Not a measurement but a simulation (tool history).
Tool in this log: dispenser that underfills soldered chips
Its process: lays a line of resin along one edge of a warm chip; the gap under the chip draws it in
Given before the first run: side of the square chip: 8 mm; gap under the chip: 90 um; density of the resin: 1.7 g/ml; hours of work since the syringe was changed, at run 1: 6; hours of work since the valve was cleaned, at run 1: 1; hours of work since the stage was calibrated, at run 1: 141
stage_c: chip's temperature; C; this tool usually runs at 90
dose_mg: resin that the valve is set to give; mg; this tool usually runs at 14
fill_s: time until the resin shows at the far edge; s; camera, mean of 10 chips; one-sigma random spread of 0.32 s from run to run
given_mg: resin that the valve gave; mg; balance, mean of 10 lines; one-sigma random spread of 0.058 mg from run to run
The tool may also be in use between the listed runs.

run,hour,stage_c,dose_mg,hours of work since the syringe was changed,hours of work since the valve was cleaned,hours of work since the stage was calibrated,fill_s,given_mg
1,0,90,14,6,1,141,12.2,13.96
# hour 4.9: new syringe of resin
2,5.2,90,14,0,5,144,9.5,13.94
3,8.5,90,14,3,8,147,10.2,13.9
4,11.5,90,14,5,10,149,12.2,13.95
5,14.4,90,14,7,12,151,12.1,13.88
# hour 18: new syringe of resin
6,20.3,90,14,2,17,156,9.9,13.91
7,24.4,90,14,5,20,159,11.9,13.88
8,30,90,14,9,24,163,13.5,13.77
# hour 31.1: new syringe of resin
9,35.9,91,14,4,29,168,10.5,13.68
10,39.7,91,14,7,32,171,11.6,13.8
11,42.5,90,12,9,34,173,13.7,11.69
# hour 44.1: new syringe of resin
12,46.8,90,12,2,37,176,11,11.64
13,51.4,90,12,6,40,179,12.2,11.79
14,56.5,90,12,10,44,183,14,11.66
# hour 57.5: new syringe of resin
15,61.6,90,12,3,48,187,11.3,11.59
16,67.6,94,12,8,53,192,11.6,11.68
# hour 70.9: new syringe of resin
17,73.8,94,13.5,2,57,196,9.5,13.05
18,79.8,90,12.4,7,62,201,12.6,11.91
# hour 83.9: new syringe of resin
19,86.1,76,12,2,66,206,18.4,11.54
# hour 88.6: dispensing valve cleaned and set on the balance
20,89.9,76,12,4,1,208,19,11.96
21,94.1,90,13.2,7,4,211,12.1,13.11
22,96.6,90,13.2,9,6,213,13.2,13.06
# hour 98: new syringe of resin
23,101.4,80,15.3,3,10,216,15.7,15.09
24,105.8,80,15.3,6,13,220,16.8,15.19
25,108.6,80,15.3,8,15,222,17.3,15.03
# hour 111.2: new syringe of resin
26,112.2,80,15.3,1,18,225,13.8,15.11
27,115.5,90,17.1,3,20,227,10.8,16.9
28,120.2,90,17.1,7,24,231,12.5,16.79
# hour 124.3: new syringe of resin
29,124.3,84,14,0,27,234,12.4,13.53
30,129,76,14.7,4,31,237,19,14.37
31,133.5,83,14.7,7,34,241,15.9,14.28
# hour 137.6: new syringe of resin
32,138.8,83,14.7,1,38,245,12.5,14.31
33,141.5,87,11.9,3,40,247,12.7,11.54
34,146.8,76,17.2,7,44,251,19.9,16.6
35,150.2,99,12.1,10,47,254,9.9,11.69

What if the next run were any one of these 4? Each begins from the tool's condition after run 35:
# hour 151: new syringe of resin
A,154.7,100,12.9,3,50,257,?,?
# hour 151: new syringe of resin
B,154.7,97,14.6,3,50,257,?,?
# hour 151: new syringe of resin
C,154.7,79,13.3,3,50,257,?,?
# hour 151: new syringe of resin
D,154.7,80,12.1,3,50,257,?,?

run,fill_s,given_mg
A,7.7,12.53
B,8.2,14.03
C,16.5,12.72
D,15.9,11.7
With no hidden state in the tool, these same runs would have given:
run,fill_s,given_mg
A,7.2,13.02
B,7.7,14.59
C,15.5,13.22
D,14.9,12.16
